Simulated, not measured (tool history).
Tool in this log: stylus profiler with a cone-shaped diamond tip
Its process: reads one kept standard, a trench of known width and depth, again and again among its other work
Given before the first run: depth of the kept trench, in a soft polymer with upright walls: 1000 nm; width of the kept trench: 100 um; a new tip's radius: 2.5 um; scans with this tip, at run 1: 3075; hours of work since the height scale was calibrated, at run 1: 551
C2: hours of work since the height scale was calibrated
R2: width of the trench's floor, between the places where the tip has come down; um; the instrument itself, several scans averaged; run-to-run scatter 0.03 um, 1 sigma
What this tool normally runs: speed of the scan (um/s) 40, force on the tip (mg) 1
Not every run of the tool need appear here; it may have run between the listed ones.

Run 1, hour 0: usual settings; scans with this tip 3075; C2 551. Result: depth of the trench (nm) 1003.94, R2 95.46 um.
Run 2, hour 20.9: usual settings; scans with this tip 3134; C2 562. Result: depth of the trench (nm) 1003.7, R2 95.47 um.
Run 3, hour 53.2: usual settings; scans with this tip 3224; C2 578. Result: depth of the trench (nm) 1003.72, R2 95.56 um.
Run 4, hour 88.5: usual settings; scans with this tip 3323; C2 596. Result: depth of the trench (nm) 1003.61, R2 95.49 um.
Run 5, hour 107.9: usual settings; scans with this tip 3378; C2 606. Result: depth of the trench (nm) 1003.42, R2 95.54 um.
Run 6, hour 137.3: usual settings but force on the tip (mg) 0.72; scans with this tip 3460; C2 620. Result: depth of the trench (nm) 1002.52, R2 95.42 um.
Run 7, hour 162.4: usual settings but force on the tip (mg) 0.72; scans with this tip 3530; C2 633. Result: depth of the trench (nm) 1002.8, R2 95.44 um.
Run 8, hour 190.5: usual settings but speed of the scan (um/s) 48; scans with this tip 3609; C2 647. Result: depth of the trench (nm) 1003.42, R2 95.38 um.
Run 9, hour 215.7: usual settings but speed of the scan (um/s) 48; scans with this tip 3680; C2 660. Result: depth of the trench (nm) 1003.4, R2 95.35 um.
Run 10, hour 258.9: usual settings but speed of the scan (um/s) 48; scans with this tip 3801; C2 682. Result: depth of the trench (nm) 1003.63, R2 95.4 um.
Run 11, hour 298: usual settings but speed of the scan (um/s) 48; scans with this tip 3911; C2 701. Result: depth of the trench (nm) 1003.48, R2 95.37 um.
Run 12, hour 322: usual settings but force on the tip (mg) 1.45; scans with this tip 3978; C2 713. Result: depth of the trench (nm) 1004.51, R2 95.45 um.
Run 13, hour 341.6: usual settings but force on the tip (mg) 0.45; scans with this tip 4033; C2 723. Result: depth of the trench (nm) 1001.77, R2 95.25 um.
Run 14, hour 375: usual settings; scans with this tip 4127; C2 740. Result: depth of the trench (nm) 1003.4, R2 95.4 um.
Run 15, hour 396.7: usual settings but force on the tip (mg) 0.56; scans with this tip 4187; C2 751. Result: depth of the trench (nm) 1001.95, R2 95.35 um.
Run 16, hour 425.1: usual settings but force on the tip (mg) 0.56; scans with this tip 4267; C2 765. Result: depth of the trench (nm) 1002.14, R2 95.35 um.
Run 17, hour 445: usual settings but force on the tip (mg) 0.56; scans with this tip 4323; C2 775. Result: depth of the trench (nm) 1002, R2 95.3 um.
Run 18, hour 464.8: usual settings but speed of the scan (um/s) 27, force on the tip (mg) 0.61; scans with this tip 4378; C2 785. Result: depth of the trench (nm) 1002.32, R2 95.5 um.
Run 19, hour 491.9: usual settings but speed of the scan (um/s) 24, force on the tip (mg) 0.4; scans with this tip 4454; C2 799. Result: depth of the trench (nm) 1001.26, R2 95.48 um.
Run 20, hour 519.2: usual settings but speed of the scan (um/s) 30, force on the tip (mg) 2.47; scans with this tip 4531; C2 812. Result: depth of the trench (nm) 1007.12, R2 95.66 um.
Run 21, hour 536.9: usual settings but speed of the scan (um/s) 17, force on the tip (mg) 1.31; scans with this tip 4581; C2 821. Result: depth of the trench (nm) 1004.41, R2 95.65 um.
Run 22, hour 576.2: usual settings but speed of the scan (um/s) 17, force on the tip (mg) 1.31; scans with this tip 4691; C2 841. Result: depth of the trench (nm) 1004.35, R2 95.66 um.
Run 23, hour 599.5: usual settings but speed of the scan (um/s) 17, force on the tip (mg) 1.31; scans with this tip 4756; C2 853. Result: depth of the trench (nm) 1004.14, R2 95.66 um.
Run 24, hour 632.9: usual settings but force on the tip (mg) 0.35; scans with this tip 4850; C2 870. Result: depth of the trench (nm) 1001.1, R2 95.1 um.
Run 25, hour 672.6: usual settings but force on the tip (mg) 0.35; scans with this tip 4961; C2 890. Result: depth of the trench (nm) 1000.7, R2 95.14 um.
Run 26, hour 708.7: usual settings but speed of the scan (um/s) 18, force on the tip (mg) 1.73; scans with this tip 5062; C2 908. Result: depth of the trench (nm) 1005.29, R2 95.66 um.
Run 27, hour 735.9: usual settings but speed of the scan (um/s) 41, force on the tip (mg) 0.64; scans with this tip 5139; C2 921. Result: depth of the trench (nm) 1001.83, R2 95.26 um.

Some steps in depth of the trench (nm) between neighbouring runs. How much of each would the tool show without its hidden state too (settings, what came in, random variation), and how much is left for the hidden state, with any gauge scatter that isn't in both results?
Hidden state present: radius of the tip, um; height scale over the true one, %; drift of the gauge itself on depth_nm, %; drift of the gauge itself on floor_um, %.
Run 2 -> 3: settings left as they were, no log entry in between. depth of the trench (nm) +0.02: hidden state -0.03, all else +0.05.
Run 3 -> 4: settings left as they were, no log entry in between. depth of the trench (nm) -0.11: hidden state -0.03, all else -0.08.
Run 19 -> 20: speed of the scan (um/s) 24 -> 30, force on the tip (mg) 0.4 -> 2.47. depth of the trench (nm) +5.86: hidden state -0.02, all else +5.88.
Run 25 -> 26: speed of the scan (um/s) 40 -> 18, force on the tip (mg) 0.35 -> 1.73. depth of the trench (nm) +4.59: hidden state -0.03, all else +4.62.
